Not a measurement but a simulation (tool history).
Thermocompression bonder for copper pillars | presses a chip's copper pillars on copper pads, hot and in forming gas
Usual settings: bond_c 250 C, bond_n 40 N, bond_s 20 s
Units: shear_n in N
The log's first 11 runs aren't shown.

run	day	bond_c	bond_n	bond_s	hours of work since the heater was calibrated	hours of work since the force cell was calibrated	hours of work since the gas filter was changed	shear_n
12	7.083	250	40	20	728	181	304	42.9
13	7.592	250	40	20	738	191	314	43.5
# day 7.875: forming gas filter changed
14	8.046	250	40	18	746	199	3	47.1
15	8.679	250	40	18	759	211	15	47.6
16	9.600	250	40	18	776	229	33	47.4
17	10.204	250	40	20	788	240	45	48.8
18	10.854	250	40	20	800	253	57	47.9
19	11.271	250	53	20	808	261	65	60.3
# day 11.417: heater calibrated with a thermocouple chip
20	12.021	250	53	20	12	274	78	60.1
21	12.750	229	40	20	25	288	92	35.2

The next listed run, before its measurement:
22	13.533	246	28	47	41	303	107	?

{"run 22": {"shear_n": 47.9}}
Without the tool's hidden state the same run would have given shear_n 41.8 N.

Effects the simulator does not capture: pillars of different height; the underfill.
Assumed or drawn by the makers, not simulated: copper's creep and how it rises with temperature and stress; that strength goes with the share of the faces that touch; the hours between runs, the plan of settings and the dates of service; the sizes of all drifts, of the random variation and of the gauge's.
